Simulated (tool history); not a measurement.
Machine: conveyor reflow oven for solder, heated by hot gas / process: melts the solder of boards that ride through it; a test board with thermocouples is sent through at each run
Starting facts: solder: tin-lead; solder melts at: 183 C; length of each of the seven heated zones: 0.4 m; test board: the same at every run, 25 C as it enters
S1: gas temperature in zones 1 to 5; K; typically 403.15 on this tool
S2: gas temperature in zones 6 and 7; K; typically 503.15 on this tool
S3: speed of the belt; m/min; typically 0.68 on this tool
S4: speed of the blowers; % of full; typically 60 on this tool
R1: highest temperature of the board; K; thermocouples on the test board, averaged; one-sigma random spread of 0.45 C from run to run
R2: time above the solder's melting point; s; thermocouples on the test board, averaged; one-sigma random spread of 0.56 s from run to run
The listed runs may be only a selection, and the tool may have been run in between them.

run	day	S1	S2	S3	S4	R1	R2
1	0	403.15	503.15	0.68	60	478.35	38.1
2	2.083	403.15	503.15	0.68	60	478.05	37.9
3	4.467	403.15	503.15	0.68	60	477.55	37.5
4	6.762	403.15	503.15	0.68	60	477.65	38.3
5	8.704	403.15	503.15	0.68	60	477.35	38.8
6	10.325	403.15	503.15	0.68	60	477.25	37.1
# day 12.658: flux residue cleaned out of gas plates and filters
7	13.038	403.15	503.15	0.68	55	476.25	37.1
8	14.504	403.15	503.15	0.68	55	476.65	37.8
9	16.362	403.15	503.15	0.68	89	485.35	48
10	17.658	403.15	503.15	0.68	89	485.25	47.4
11	18.879	403.15	503.15	0.68	58	477.25	38.6
12	21.525	403.15	503.15	0.68	58	478.05	37.8
13	22.862	403.15	503.15	0.68	58	478.05	37.7
14	24.379	403.15	503.15	0.68	58	477.85	37
15	26.079	403.15	503.15	0.68	58	477.25	38
16	27.933	403.15	503.15	0.68	60	478.35	38.2
17	30.396	403.15	503.15	0.68	51	474.25	33.7
18	32.954	403.15	502.15	0.814	60	469.85	21.4
19	34.288	403.15	502.15	0.814	60	469.05	21.4
20	35.717	411.15	503.15	0.68	60	479.05	42.3
# day 36.658: thermocouples of zones 6 and 7 changed
21	37.612	403.15	504.15	0.68	60	480.65	42.1
# day 39.029: flux residue cleaned out of gas plates and filters
22	39.029	400.15	517.15	0.672	75	497.45	54.8
23	41.788	395.15	495.15	0.68	60	472.25	30.9
24	42.979	405.15	503.15	0.68	60	482.15	44.2
25	45.238	403.15	511.15	0.68	60	488.05	47.4
26	47.096	403.15	503.15	0.804	56	473.25	25.7
27	48.533	403.15	503.15	0.804	56	472.85	25.3
28	50.562	406.15	493.15	0.804	58	466.45	18.9
29	53.038	417.15	509.15	0.68	60	488.45	52.3
30	54.55	416.15	503.15	0.68	64	484.35	50.6
31	57.15	404.15	503.15	0.69	86	487.05	47.5

Selected run-to-run steps in R1, each split into two signed amounts: the part the tool would show with no hidden state at all (from settings, incoming material and random variation), and the remainder, which goes to the hidden state together with any gauge scatter not common to the measured and the hidden-state-free results:
Unlogged tool condition in this case: heat that the gas passes to the board, % of a clean oven's; belt's true speed, % of the reading; true gas temperature in zones 6 and 7 over the reading, C; drift of the gauge itself on peak_c, C; drift of the gauge itself on liquid_s, %.
Run 6 -> 7: S4 60 -> 55, flux residue cleaned out of gas plates and filters. R1 -1 K: hidden state +1.5, all else -2.5.
Run 20 -> 21: S1 411.15 -> 403.15, S2 503.15 -> 504.15, thermocouples of zones 6 and 7 changed. R1 +1.6 K: hidden state +3.2, all else -1.6.
Run 21 -> 22: S1 403.15 -> 400.15, S2 504.15 -> 517.15, S3 0.68 -> 0.672, S4 60 -> 75, flux residue cleaned out of gas plates and filters. R1 +16.8 K: hidden state +1.2, all else +15.6.
Run 22 -> 23: S1 400.15 -> 395.15, S2 517.15 -> 495.15, S3 0.672 -> 0.68, S4 75 -> 60. R1 -25.2 K: hidden state -0.1, all else -25.1.
Run 28 -> 29: S1 406.15 -> 417.15, S2 493.15 -> 509.15, S3 0.804 -> 0.68, S4 58 -> 60. R1 +22 K: hidden state -0.2, all else +22.2.
